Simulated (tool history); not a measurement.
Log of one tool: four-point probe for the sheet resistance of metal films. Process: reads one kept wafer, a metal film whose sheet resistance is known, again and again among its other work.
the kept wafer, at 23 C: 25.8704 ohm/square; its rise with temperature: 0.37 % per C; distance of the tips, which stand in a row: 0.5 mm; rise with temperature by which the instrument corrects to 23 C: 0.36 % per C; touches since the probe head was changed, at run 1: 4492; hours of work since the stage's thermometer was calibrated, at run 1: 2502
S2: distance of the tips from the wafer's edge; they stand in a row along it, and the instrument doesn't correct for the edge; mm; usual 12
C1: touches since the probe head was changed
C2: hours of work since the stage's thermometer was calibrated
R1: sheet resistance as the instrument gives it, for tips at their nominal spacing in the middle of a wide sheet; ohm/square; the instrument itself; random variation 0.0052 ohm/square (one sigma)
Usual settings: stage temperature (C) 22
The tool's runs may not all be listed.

Run 1, hour 0.0: usual settings; C1 4492; C2 2502. Result: R1 26.005144 ohm/square.
Run 2, hour 64.4: usual settings; C1 5701; C2 2546. Result: R1 26.000217 ohm/square.
Run 3, hour 113.6: usual settings; C1 6625; C2 2579. Result: R1 26.005526 ohm/square.
Run 4, hour 152.8: usual settings but stage temperature (C) 18; C1 7362; C2 2605. Result: R1 26.003421 ohm/square.
Run 5, hour 203.7: usual settings; C1 8317; C2 2639. Result: R1 26.012588 ohm/square.
Run 6, hour 275.4: usual settings; C1 9665; C2 2688. Result: R1 26.024197 ohm/square.
Run 7, hour 356.3: usual settings; C1 11183; C2 2742. Result: R1 26.011894 ohm/square.
Run 8, hour 442.5: usual settings; C1 12803; C2 2800. Result: R1 26.017889 ohm/square.
Run 9, hour 486.2: usual settings but S2 3 mm; C1 13623; C2 2829. Result: R1 26.389265 ohm/square.
Run 10, hour 537.2: usual settings but S2 8 mm; C1 14582; C2 2863. Result: R1 26.065310 ohm/square.
Run 11, hour 572.7: usual settings but S2 8 mm; C1 15248; C2 2887. Result: R1 26.053390 ohm/square.
At hour 594.3: stage's thermometer calibrated.
Run 12, hour 645.8: usual settings; C1 16611; C2 35. Result: R1 26.080558 ohm/square.
Run 13, hour 691.4: usual settings; C1 17468; C2 65. Result: R1 26.088226 ohm/square.
Run 14, hour 726.6: usual settings but stage temperature (C) 18; C1 18130; C2 89. Result: R1 26.071153 ohm/square.
Run 15, hour 782.8: usual settings but stage temperature (C) 18; C1 19185; C2 127. Result: R1 26.081871 ohm/square.
Run 16, hour 842.3: usual settings but stage temperature (C) 18; C1 20303; C2 167. Result: R1 26.081388 ohm/square.
Run 17, hour 905.2: usual settings but stage temperature (C) 18; C1 21484; C2 209. Result: R1 26.076097 ohm/square.
Run 18, hour 978.3: usual settings but stage temperature (C) 26; C1 22856; C2 258. Result: R1 26.103092 ohm/square.
At hour 1019.0: stage's thermometer calibrated, once more.
Run 19, hour 1019.5: usual settings but stage temperature (C) 26; C1 23620; C2 0. Result: R1 25.959030 ohm/square.
Run 20, hour 1078.3: usual settings but stage temperature (C) 26; C1 24725; C2 40. Result: R1 25.962147 ohm/square.
Run 21, hour 1154.7: usual settings but stage temperature (C) 26, S2 47 mm; C1 26159; C2 91. Result: R1 25.935888 ohm/square.
Run 22, hour 1240.0: usual settings but stage temperature (C) 26, S2 47 mm; C1 27762; C2 149. Result: R1 25.933451 ohm/square.
Run 23, hour 1292.0: usual settings but stage temperature (C) 26, S2 47 mm; C1 28738; C2 183. Result: R1 25.946575 ohm/square.
Run 24, hour 1340.5: usual settings but S2 5 mm; C1 29650; C2 216. Result: R1 26.079508 ohm/square.
Run 25, hour 1385.8: usual settings but S2 10 mm; C1 30501; C2 247. Result: R1 25.975967 ohm/square.
Run 26, hour 1471.9: usual settings but stage temperature (C) 34, S2 14 mm; C1 32118; C2 304. Result: R1 25.988085 ohm/square.
Run 27, hour 1533.1: usual settings but S2 54 mm; C1 33268; C2 346. Result: R1 25.956189 ohm/square.
Run 28, hour 1607.5: usual settings but S2 54 mm; C1 34665; C2 396. Result: R1 25.941848 ohm/square.
Run 29, hour 1665.9: usual settings but stage temperature (C) 28; C1 35761; C2 435. Result: R1 25.983508 ohm/square.
Run 30, hour 1746.8: usual settings but stage temperature (C) 28; C1 37281; C2 489. Result: R1 25.993421 ohm/square.

Forecast run 31:
Run 31, hour 1830.7: usual settings but stage temperature (C) 27, S2 19 mm; C1 38857; C2 546. Result: R1 ?.

{"run 31": {"R1": 25.983651}}
Without the tool's hidden state the same run would have given R1 25.891263 ohm/square.
